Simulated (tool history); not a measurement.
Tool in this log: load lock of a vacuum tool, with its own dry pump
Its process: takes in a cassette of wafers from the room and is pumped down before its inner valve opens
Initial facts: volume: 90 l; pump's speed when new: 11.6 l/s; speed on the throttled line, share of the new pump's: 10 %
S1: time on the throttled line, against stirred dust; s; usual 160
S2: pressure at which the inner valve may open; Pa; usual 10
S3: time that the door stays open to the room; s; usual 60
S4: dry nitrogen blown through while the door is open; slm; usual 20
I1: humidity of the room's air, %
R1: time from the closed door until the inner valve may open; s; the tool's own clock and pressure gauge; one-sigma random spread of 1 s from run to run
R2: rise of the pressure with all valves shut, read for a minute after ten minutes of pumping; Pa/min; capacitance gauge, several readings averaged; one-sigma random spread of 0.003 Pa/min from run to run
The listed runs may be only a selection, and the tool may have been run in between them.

run,hour,S1,S2,S3,S4,I1,R1,R2
1,0.0,160,10,60,20,49.2,216.6,0.265
2,637.1,160,18,60,20,44.3,212.6,0.356
3,1305.8,160,10,60,6,43.9,218.3,0.462
4,1766.0,164,10,60,20,48.1,224.3,0.537
5,2219.7,164,10,60,20,42.6,221.3,0.598
6,2609.7,160,10,60,10,43.5,219.1,0.668
# hour 3060.0: door's seal changed, seat wiped
7,3111.9,160,10,229,20,44.7,218.1,0.016
8,3638.8,160,10,229,20,48.6,218.8,0.047
9,3972.6,160,10,60,20,46.5,221.0,0.058
10,4315.1,160,10,60,20,46.9,219.1,0.083
11,4633.1,160,10,60,20,44.8,220.0,0.105
12,5313.2,160,10,60,20,42.0,222.3,0.165
13,5996.1,160,10,60,20,43.3,220.7,0.244
14,6408.5,160,10,60,20,46.1,222.0,0.286
15,6782.3,251,10,60,20,48.0,303.0,0.329
16,7230.2,251,10,60,20,48.1,300.3,0.424
17,7519.4,251,10,60,20,45.5,303.7,0.455
18,7842.0,251,10,60,20,44.8,301.8,0.516
19,8249.7,160,11,33,20,43.1,222.2,0.586
# hour 8403.8: door's seal changed, seat wiped
20,8947.3,160,7,61,10,44.4,227.8,0.043
21,9411.4,90,14,42,10,46.0,160.3,0.066
22,9777.0,120,8,179,6,47.0,190.0,0.105
23,10135.3,160,18,82,20,43.9,217.6,0.117
24,10746.3,128,14,71,12,48.2,194.1,0.179
25,11392.3,128,14,71,12,45.1,194.4,0.252
26,11830.6,128,14,71,12,47.7,193.8,0.324
27,12195.7,272,11,47,9,45.7,322.6,0.379
28,12490.7,272,9,234,9,49.5,324.0,0.429
29,12894.7,272,9,234,9,45.5,327.9,0.501
30,13256.6,160,10,100,6,47.7,229.6,0.558
# hour 13772.8: door's seal changed, seat wiped
# hour 13818.7: dry pump taken out, an overhauled one fitted
31,13886.6,308,10,38,17,45.8,348.6,0.015
32,14403.6,306,7,78,6,45.0,349.2,0.054
33,14968.3,306,7,78,6,45.5,350.6,0.094
34,15557.4,272,12,78,4,46.5,317.0,0.144
35,15976.0,272,12,78,27,41.7,315.8,0.169
36,16345.6,256,19,78,27,48.1,298.5,0.225

Per-run results on a tool with no hidden state, each run keeping its own random variation:
Hidden state at play: pump's speed, % of a new pump's; leak at the door's seal, Pa l/s; drift of the gauge itself on ready_s, %; drift of the gauge itself on rise_pa_min, %.
run,R1,R2
1,214.6,0.012
2,210.4,0.018
3,215.4,0.024
4,221.0,0.013
5,217.8,0.013
6,215.2,0.018
7,214.1,0.015
8,214.5,0.021
9,216.3,0.013
10,214.2,0.015
11,214.9,0.014
12,216.7,0.017
13,214.6,0.016
14,215.6,0.014
15,297.5,0.010
16,294.6,0.015
17,297.8,0.009
18,295.7,0.015
19,214.5,0.008
20,218.9,0.016
21,150.8,0.017
22,180.2,0.033
23,209.3,0.017
24,184.4,0.021
25,184.2,0.018
26,183.2,0.027
27,314.1,0.019
28,315.0,0.034
29,318.5,0.038
30,217.7,0.030
31,348.4,0.011
32,348.7,0.021
33,349.8,0.027
34,315.9,0.028
35,314.6,0.011
36,297.2,0.018
